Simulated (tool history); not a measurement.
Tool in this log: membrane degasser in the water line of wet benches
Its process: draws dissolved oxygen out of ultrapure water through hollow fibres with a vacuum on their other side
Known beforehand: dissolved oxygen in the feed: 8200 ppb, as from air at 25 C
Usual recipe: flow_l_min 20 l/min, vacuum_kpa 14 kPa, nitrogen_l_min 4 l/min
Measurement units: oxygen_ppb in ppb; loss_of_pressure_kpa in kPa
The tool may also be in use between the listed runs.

Run 1, hour 0: usual settings. Result: oxygen_ppb 135.9 ppb, loss_of_pressure_kpa 39.17 kPa.
Run 2, hour 57.6: usual settings. Result: oxygen_ppb 136.3 ppb, loss_of_pressure_kpa 39.47 kPa.
Run 3, hour 111.7: usual settings but flow_l_min 13 l/min. Result: oxygen_ppb 87.5 ppb, loss_of_pressure_kpa 25.36 kPa.
Run 4, hour 174.4: usual settings but flow_l_min 13 l/min. Result: oxygen_ppb 86.7 ppb, loss_of_pressure_kpa 25.22 kPa.
Run 5, hour 210.7: usual settings but vacuum_kpa 21.7 kPa. Result: oxygen_ppb 227 ppb, loss_of_pressure_kpa 39.34 kPa.
Run 6, hour 278.1: usual settings but vacuum_kpa 21.7 kPa. Result: oxygen_ppb 225.2 ppb, loss_of_pressure_kpa 39.31 kPa.
At hour 285.1: vacuum gauge calibrated.
Run 7, hour 332.1: usual settings but vacuum_kpa 24.8 kPa, nitrogen_l_min 5.58 l/min. Result: oxygen_ppb 193.9 ppb, loss_of_pressure_kpa 39.32 kPa.
Run 8, hour 384.1: usual settings but vacuum_kpa 24.8 kPa, nitrogen_l_min 5.58 l/min. Result: oxygen_ppb 193.1 ppb, loss_of_pressure_kpa 39.13 kPa.
Run 9, hour 413.4: usual settings but flow_l_min 16 l/min, vacuum_kpa 10.6 kPa, nitrogen_l_min 2.74 l/min. Result: oxygen_ppb 107.5 ppb, loss_of_pressure_kpa 31.34 kPa.
Run 10, hour 442.9: usual settings but flow_l_min 16 l/min, vacuum_kpa 10.6 kPa, nitrogen_l_min 2.74 l/min. Result: oxygen_ppb 106.1 ppb, loss_of_pressure_kpa 31.16 kPa.
Run 11, hour 482.9: usual settings but flow_l_min 16 l/min, vacuum_kpa 10.6 kPa, nitrogen_l_min 2.74 l/min. Result: oxygen_ppb 107.1 ppb, loss_of_pressure_kpa 31.46 kPa.
Run 12, hour 524.3: usual settings but flow_l_min 16 l/min, vacuum_kpa 10.6 kPa, nitrogen_l_min 2.74 l/min. Result: oxygen_ppb 106.6 ppb, loss_of_pressure_kpa 31.58 kPa.

Predict each of these 5 candidate next runs independently; none follows another, all start after run 12:
Run A, hour 571.8: usual settings but flow_l_min 17 l/min, vacuum_kpa 17.4 kPa. Result: oxygen_ppb ?, loss_of_pressure_kpa ?.
Run B, hour 571.8: usual settings but flow_l_min 16 l/min, vacuum_kpa 21.9 kPa, nitrogen_l_min 6.03 l/min. Result: oxygen_ppb ?, loss_of_pressure_kpa ?.
Run C, hour 571.8: usual settings but flow_l_min 29 l/min, vacuum_kpa 11.6 kPa. Result: oxygen_ppb ?, loss_of_pressure_kpa ?.
Run D, hour 571.8: usual settings but flow_l_min 13 l/min. Result: oxygen_ppb ?, loss_of_pressure_kpa ?.
Run E, hour 571.8: usual settings but flow_l_min 14 l/min, vacuum_kpa 30.6 kPa, nitrogen_l_min 1.67 l/min. Result: oxygen_ppb ?, loss_of_pressure_kpa ?.

run  oxygen_ppb  loss_of_pressure_kpa
  A       149.2                 33.48
  B       124.2                 31.46
  C       174.2                 56.94
  D        87.6                 26.06
  E       523.6                 27.62
Stripped of hidden state, with their random variation kept, the same runs would have yielded:
run  oxygen_ppb  loss_of_pressure_kpa
  A       147.2                 32.84
  B       122.5                 30.85
  C       169.7                 55.85
  D        86.2                 25.57
  E       518.3                 27.09
